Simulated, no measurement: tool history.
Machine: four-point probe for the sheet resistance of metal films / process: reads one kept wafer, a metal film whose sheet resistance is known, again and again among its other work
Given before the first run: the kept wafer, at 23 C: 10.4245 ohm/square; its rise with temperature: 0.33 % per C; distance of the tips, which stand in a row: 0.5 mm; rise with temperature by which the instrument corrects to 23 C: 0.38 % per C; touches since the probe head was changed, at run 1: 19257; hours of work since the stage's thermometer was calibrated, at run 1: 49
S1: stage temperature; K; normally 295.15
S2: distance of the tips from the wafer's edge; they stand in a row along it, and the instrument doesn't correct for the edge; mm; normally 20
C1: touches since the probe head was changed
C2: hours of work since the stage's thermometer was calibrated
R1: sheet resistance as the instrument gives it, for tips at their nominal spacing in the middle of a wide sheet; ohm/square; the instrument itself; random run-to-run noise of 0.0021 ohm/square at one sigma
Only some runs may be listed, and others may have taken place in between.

{"run": 1, "hour": 0.0, "S1": 295.15, "S2": 20, "C1": 19257, "C2": 49, "R1": 10.424802}
{"run": 2, "hour": 20.4, "S1": 295.15, "S2": 20, "C1": 20174, "C2": 62, "R1": 10.423759}
{"run": 3, "hour": 35.8, "S1": 295.15, "S2": 20, "C1": 20865, "C2": 71, "R1": 10.422397}
{"run": 4, "hour": 50.0, "S1": 295.15, "S2": 20, "C1": 21502, "C2": 79, "R1": 10.422555}
{"run": 5, "hour": 69.3, "S1": 295.15, "S2": 20, "C1": 22370, "C2": 90, "R1": 10.424754}
{"run": 6, "hour": 80.9, "S1": 295.15, "S2": 20, "C1": 22890, "C2": 97, "R1": 10.425054}
{"run": 7, "hour": 91.2, "S1": 295.15, "S2": 20, "C1": 23355, "C2": 103, "R1": 10.420577}

What does the tool deliver on the next run?
{"run": 8, "hour": 110.4, "S1": 299.15, "S2": 8, "C1": 24214, "C2": 115, "R1": "?"}

{"run 8": {"R1": 10.422822}}
Minus the tool's unlogged condition, the same run would have read R1 10.432259 ohm/square.

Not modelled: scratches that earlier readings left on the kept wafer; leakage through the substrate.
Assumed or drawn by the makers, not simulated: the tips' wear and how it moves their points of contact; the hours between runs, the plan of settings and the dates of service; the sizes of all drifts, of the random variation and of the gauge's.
